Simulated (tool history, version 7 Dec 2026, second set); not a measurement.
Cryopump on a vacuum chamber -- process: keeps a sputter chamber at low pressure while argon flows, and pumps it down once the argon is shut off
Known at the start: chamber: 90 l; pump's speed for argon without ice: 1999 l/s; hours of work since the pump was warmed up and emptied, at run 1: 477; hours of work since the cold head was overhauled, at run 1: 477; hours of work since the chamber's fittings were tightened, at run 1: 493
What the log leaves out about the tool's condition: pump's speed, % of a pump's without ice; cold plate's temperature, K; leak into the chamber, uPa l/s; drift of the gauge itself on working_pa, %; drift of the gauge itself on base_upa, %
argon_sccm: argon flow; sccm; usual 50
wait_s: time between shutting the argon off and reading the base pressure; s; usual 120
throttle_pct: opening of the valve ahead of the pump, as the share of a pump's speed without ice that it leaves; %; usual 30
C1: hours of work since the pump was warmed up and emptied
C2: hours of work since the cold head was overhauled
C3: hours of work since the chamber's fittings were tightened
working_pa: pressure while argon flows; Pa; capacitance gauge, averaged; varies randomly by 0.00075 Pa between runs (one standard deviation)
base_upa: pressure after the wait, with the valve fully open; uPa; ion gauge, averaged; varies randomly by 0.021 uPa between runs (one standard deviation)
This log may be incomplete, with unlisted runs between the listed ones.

Run 1, hour 0: usual settings; C1 477; C2 477; C3 493. Result: working_pa 0.146 Pa, base_upa 1.06 uPa.
Run 2, hour 86.1: usual settings; C1 531; C2 531; C3 547. Result: working_pa 0.1477 Pa, base_upa 1.15 uPa.
Run 3, hour 156.4: usual settings but wait_s 37 s; C1 574; C2 574; C3 590. Result: working_pa 0.1493 Pa, base_upa 1.98 uPa.
Run 4, hour 241: usual settings but wait_s 37 s; C1 626; C2 626; C3 643. Result: working_pa 0.1496 Pa, base_upa 2.06 uPa.
Run 5, hour 353.7: usual settings but wait_s 122 s; C1 696; C2 696; C3 712. Result: working_pa 0.1512 Pa, base_upa 1.36 uPa.
Run 6, hour 433.8: usual settings but argon_sccm 67 sccm; C1 746; C2 746; C3 762. Result: working_pa 0.2033 Pa, base_upa 1.42 uPa.
Run 7, hour 513.7: usual settings; C1 795; C2 795; C3 811. Result: working_pa 0.1522 Pa, base_upa 1.51 uPa.
Run 8, hour 574: usual settings; C1 833; C2 833; C3 849. Result: working_pa 0.1528 Pa, base_upa 1.56 uPa.
Run 9, hour 668.8: usual settings but wait_s 169 s; C1 891; C2 891; C3 907. Result: working_pa 0.1553 Pa, base_upa 1.53 uPa.
Run 10, hour 728.7: usual settings but wait_s 169 s; C1 928; C2 928; C3 944. Result: working_pa 0.155 Pa, base_upa 1.55 uPa.
Run 11, hour 801.9: usual settings; C1 974; C2 974; C3 990. Result: working_pa 0.1572 Pa, base_upa 1.75 uPa.
Run 12, hour 914.9: usual settings; C1 1043; C2 1043; C3 1060. Result: working_pa 0.1582 Pa, base_upa 1.95 uPa.
At hour 1012.6: pump warmed up, emptied and cooled again.
Run 13, hour 1013.1: usual settings but wait_s 118 s; C1 0; C2 1101; C3 1117. Result: working_pa 0.1425 Pa, base_upa 1.5 uPa.
Run 14, hour 1067.6: usual settings but wait_s 118 s; C1 34; C2 1135; C3 1151. Result: working_pa 0.1426 Pa, base_upa 1.58 uPa.
At hour 1092.2: leaking fittings of the chamber tightened, without venting.
Run 15, hour 1129.5: usual settings but throttle_pct 24 %; C1 71; C2 1172; C3 23. Result: working_pa 0.1775 Pa, base_upa 0.59 uPa.
Run 16, hour 1244: usual settings but throttle_pct 24 %; C1 142; C2 1243; C3 94. Result: working_pa 0.179 Pa, base_upa 0.63 uPa.
Run 17, hour 1331.9: usual settings but throttle_pct 24 %; C1 196; C2 1297; C3 148. Result: working_pa 0.1785 Pa, base_upa 0.67 uPa.
Run 18, hour 1402.2: usual settings but throttle_pct 24 %; C1 240; C2 1341; C3 192. Result: working_pa 0.1798 Pa, base_upa 0.72 uPa.
Run 19, hour 1476.4: usual settings but throttle_pct 24 %; C1 286; C2 1387; C3 238. Result: working_pa 0.1802 Pa, base_upa 0.72 uPa.
Run 20, hour 1573: usual settings but throttle_pct 24 %; C1 346; C2 1446; C3 298. Result: working_pa 0.1819 Pa, base_upa 0.86 uPa.
Run 21, hour 1683.9: usual settings but argon_sccm 55 sccm, wait_s 123 s, throttle_pct 19 %; C1 414; C2 1515; C3 366. Result: working_pa 0.2509 Pa, base_upa 0.91 uPa.
Run 22, hour 1782.8: usual settings but argon_sccm 86 sccm, wait_s 138 s, throttle_pct 25 %; C1 475; C2 1576; C3 427. Result: working_pa 0.3053 Pa, base_upa 0.93 uPa.
Run 23, hour 1866.8: usual settings but argon_sccm 21 sccm, wait_s 40 s, throttle_pct 35 %; C1 527; C2 1628; C3 479. Result: working_pa 0.0546 Pa, base_upa 1.8 uPa.
Run 24, hour 1916.6: usual settings but argon_sccm 55 sccm, wait_s 36 s, throttle_pct 22 %; C1 558; C2 1659; C3 510. Result: working_pa 0.2216 Pa, base_upa 1.91 uPa.
Run 25, hour 2024.2: usual settings but argon_sccm 67 sccm; C1 625; C2 1726; C3 577. Result: working_pa 0.2015 Pa, base_upa 1.15 uPa.
Run 26, hour 2070.2: usual settings but argon_sccm 67 sccm, wait_s 269 s; C1 653; C2 1754; C3 605. Result: working_pa 0.2046 Pa, base_upa 1 uPa.
Run 27, hour 2154.5: usual settings but argon_sccm 67 sccm, wait_s 269 s; C1 705; C2 1806; C3 657. Result: working_pa 0.2059 Pa, base_upa 1.1 uPa.
Run 28, hour 2201.3: usual settings but argon_sccm 67 sccm, wait_s 184 s, throttle_pct 15 %; C1 734; C2 1835; C3 686. Result: working_pa 0.3939 Pa, base_upa 1.19 uPa.
Run 29, hour 2304.6: usual settings but argon_sccm 62 sccm, wait_s 132 s, throttle_pct 44 %; C1 798; C2 1899; C3 750. Result: working_pa 0.1355 Pa, base_upa 1.38 uPa.
Run 30, hour 2377.7: usual settings but argon_sccm 77 sccm, wait_s 146 s; C1 843; C2 1944; C3 796. Result: working_pa 0.2409 Pa, base_upa 1.4 uPa.
Run 31, hour 2475.8: usual settings but argon_sccm 64 sccm, wait_s 213 s; C1 904; C2 2005; C3 856. Result: working_pa 0.2044 Pa, base_upa 1.47 uPa.

What if the next run were any one of these 4? Each begins from the tool's condition after run 31:
Run A, hour 2560.7: usual settings but argon_sccm 76 sccm, wait_s 213 s; C1 957; C2 2058; C3 909. Result: working_pa ?, base_upa ?.
Run B, hour 2560.7: usual settings but argon_sccm 26 sccm; C1 957; C2 2058; C3 909. Result: working_pa ?, base_upa ?.
Run C, hour 2560.7: usual settings but argon_sccm 21 sccm, wait_s 78 s, throttle_pct 25 %; C1 957; C2 2058; C3 909. Result: working_pa ?, base_upa ?.
Run D, hour 2560.7: usual settings but argon_sccm 45 sccm, wait_s 213 s, throttle_pct 31 %; C1 957; C2 2058; C3 909. Result: working_pa ?, base_upa ?.

run  working_pa  base_upa
  A       0.243      1.52
  B      0.0828      1.66
  C      0.0788      1.88
  D      0.1392      1.58
With the hidden condition removed and each run's random variation left untouched, the same runs would have given:
run  working_pa  base_upa
  A      0.2153      0.36
  B      0.0733       0.5
  C      0.0711       0.7
  D      0.1228      0.41
